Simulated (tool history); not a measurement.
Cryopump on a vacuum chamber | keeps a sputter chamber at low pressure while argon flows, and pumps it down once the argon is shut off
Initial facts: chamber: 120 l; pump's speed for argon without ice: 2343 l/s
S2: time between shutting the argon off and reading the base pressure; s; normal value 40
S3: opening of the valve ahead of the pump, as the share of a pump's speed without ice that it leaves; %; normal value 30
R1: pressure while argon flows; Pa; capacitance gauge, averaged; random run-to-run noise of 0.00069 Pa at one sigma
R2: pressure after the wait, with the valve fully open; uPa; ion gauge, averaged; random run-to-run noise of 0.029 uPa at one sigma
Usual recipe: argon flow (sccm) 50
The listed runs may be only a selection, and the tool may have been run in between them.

Run 1, day 0.000: usual settings. Result: R1 0.1382 Pa, R2 2.85 uPa.
At day 3.117: pump warmed up, emptied and cooled again.
Run 2, day 3.262: usual settings. Result: R1 0.1213 Pa, R2 2.31 uPa.
Run 3, day 4.592: usual settings. Result: R1 0.1202 Pa, R2 2.36 uPa.
Run 4, day 6.767: usual settings. Result: R1 0.1211 Pa, R2 2.37 uPa.
Run 5, day 9.250: usual settings. Result: R1 0.1231 Pa, R2 2.31 uPa.
Run 6, day 10.675: usual settings. Result: R1 0.1215 Pa, R2 2.42 uPa.
Run 7, day 13.567: usual settings but S2 136 s. Result: R1 0.1241 Pa, R2 1.60 uPa.
Run 8, day 16.425: usual settings but S2 136 s. Result: R1 0.1238 Pa, R2 1.63 uPa.
Run 9, day 19.325: usual settings but S2 136 s. Result: R1 0.1246 Pa, R2 1.67 uPa.
Run 10, day 20.867: usual settings. Result: R1 0.1252 Pa, R2 2.64 uPa.
Run 11, day 22.512: usual settings. Result: R1 0.1255 Pa, R2 2.67 uPa.
Run 12, day 24.312: usual settings. Result: R1 0.1252 Pa, R2 2.68 uPa.
Run 13, day 27.325: usual settings. Result: R1 0.1266 Pa, R2 2.77 uPa.
Run 14, day 29.479: usual settings. Result: R1 0.1267 Pa, R2 2.84 uPa.
Run 15, day 32.279: usual settings but S3 27 %. Result: R1 0.1407 Pa, R2 2.77 uPa.
Run 16, day 33.883: usual settings but S3 27 %. Result: R1 0.1432 Pa, R2 2.87 uPa.
Run 17, day 35.971: usual settings. Result: R1 0.1288 Pa, R2 2.94 uPa.
Run 18, day 38.279: usual settings. Result: R1 0.1296 Pa, R2 3.08 uPa.
Run 19, day 40.450: usual settings but argon flow (sccm) 67, S3 19 %. Result: R1 0.2662 Pa, R2 3.11 uPa.
Run 20, day 42.179: usual settings but argon flow (sccm) 20, S3 26 %. Result: R1 0.0594 Pa, R2 3.19 uPa.
Run 21, day 45.125: usual settings but argon flow (sccm) 73, S2 129 s, S3 32 %. Result: R1 0.1824 Pa, R2 2.30 uPa.
Run 22, day 47.825: usual settings but argon flow (sccm) 73, S2 30 s, S3 19 %. Result: R1 0.3013 Pa, R2 3.68 uPa.
Run 23, day 50.742: usual settings but argon flow (sccm) 29. Result: R1 0.0776 Pa, R2 3.28 uPa.
Run 24, day 53.017: usual settings but argon flow (sccm) 20, S2 78 s, S3 52 %. Result: R1 0.0341 Pa, R2 2.86 uPa.
Run 25, day 55.200: usual settings but argon flow (sccm) 59, S2 78 s, S3 31 %. Result: R1 0.1572 Pa, R2 2.84 uPa.
Run 26, day 57.688: usual settings but argon flow (sccm) 59, S2 78 s, S3 31 %. Result: R1 0.1590 Pa, R2 2.86 uPa.
Run 27, day 59.600: usual settings but argon flow (sccm) 59, S2 78 s, S3 31 %. Result: R1 0.1573 Pa, R2 3.07 uPa.
At day 61.975: pump warmed up, emptied and cooled again.
Run 28, day 62.067: usual settings but argon flow (sccm) 59, S2 78 s, S3 31 %. Result: R1 0.1375 Pa, R2 2.21 uPa.
Run 29, day 65.304: usual settings but argon flow (sccm) 59, S2 78 s, S3 31 %. Result: R1 0.1384 Pa, R2 2.31 uPa.
Run 30, day 67.129: usual settings but argon flow (sccm) 20, S2 60 s, S3 27 %. Result: R1 0.0543 Pa, R2 2.54 uPa.
Run 31, day 68.550: usual settings but argon flow (sccm) 56, S2 29 s, S3 31 %. Result: R1 0.1323 Pa, R2 3.50 uPa.
Run 32, day 71.788: usual settings but argon flow (sccm) 56, S2 29 s, S3 31 %. Result: R1 0.1334 Pa, R2 3.53 uPa.
At day 72.825: leaking fittings of the chamber tightened, without venting.
Run 33, day 73.212: usual settings but argon flow (sccm) 28, S2 64 s, S3 25 %. Result: R1 0.0823 Pa, R2 0.96 uPa.
Run 34, day 76.450: usual settings but argon flow (sccm) 28, S2 64 s, S3 25 %. Result: R1 0.0827 Pa, R2 0.98 uPa.
Run 35, day 79.642: usual settings but argon flow (sccm) 28, S2 64 s, S3 25 %. Result: R1 0.0834 Pa, R2 1.03 uPa.

Each row is a separate what-if for the run after 35, all from the same tool condition, not one after another. Results?
Run A, day 82.704: usual settings but S3 47 %. Result: R1 ?, R2 ?.
Run B, day 82.704: usual settings but argon flow (sccm) 25, S2 100 s, S3 28 %. Result: R1 ?, R2 ?.
Run C, day 82.704: usual settings but argon flow (sccm) 32, S3 15 %. Result: R1 ?, R2 ?.

run      R1    R2
  A  0.0820  1.57
  B  0.0671  0.77
  C  0.1566  1.53
Without the tool's unlogged condition, the same runs would have read:
run      R1    R2
  A  0.0766  1.43
  B  0.0643  0.64
  C  0.1531  1.40
